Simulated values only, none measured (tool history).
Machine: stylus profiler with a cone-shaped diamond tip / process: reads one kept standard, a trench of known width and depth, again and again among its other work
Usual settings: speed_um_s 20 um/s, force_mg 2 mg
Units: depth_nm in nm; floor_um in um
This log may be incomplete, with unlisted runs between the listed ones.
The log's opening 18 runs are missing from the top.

run,hour,speed_um_s,force_mg,scans with this tip,hours of work since the height scale was calibrated,depth_nm,floor_um
19,277.8,13,0.9,919,104,1003.67,26.22
20,297.1,13,0.9,1004,114,1003.59,26.18
21,315.7,25,2.27,1086,123,1006.1,26.12
22,336.2,19,3.96,1177,133,1009.05,26.18
23,354.4,19,3.96,1257,142,1009.48,26.07
24,373.2,37,2.83,1340,152,1007.9,25.97
25,389,37,2.83,1410,160,1007.47,26.01
26,404.8,17,3.9,1480,167,1008.85,25.99
27,421.5,65,2.02,1554,176,1005.78,25.78
28,435.9,29,1.55,1618,183,1005.27,25.92
29,452.9,29,1.55,1693,191,1005.3,25.88
30,469.5,70,3.52,1766,200,1008.63,25.81

Here are 4 independent what-if runs from the current tool condition. What would each one return?
A,486.1,21,3.52,1840,208,?,?
B,486.1,65,3.19,1840,208,?,?
C,486.1,29,0.96,1840,208,?,?
D,486.1,15,4.18,1840,208,?,?

run,depth_nm,floor_um
A,1008.58,25.93
B,1008.24,25.83
C,1003.72,25.85
D,1009.84,25.96
Without the tool's unlogged condition, the same runs would have read:
run,depth_nm,floor_um
A,1007.78,26.5
B,1007.43,26.4
C,1002.91,26.42
D,1009.03,26.53
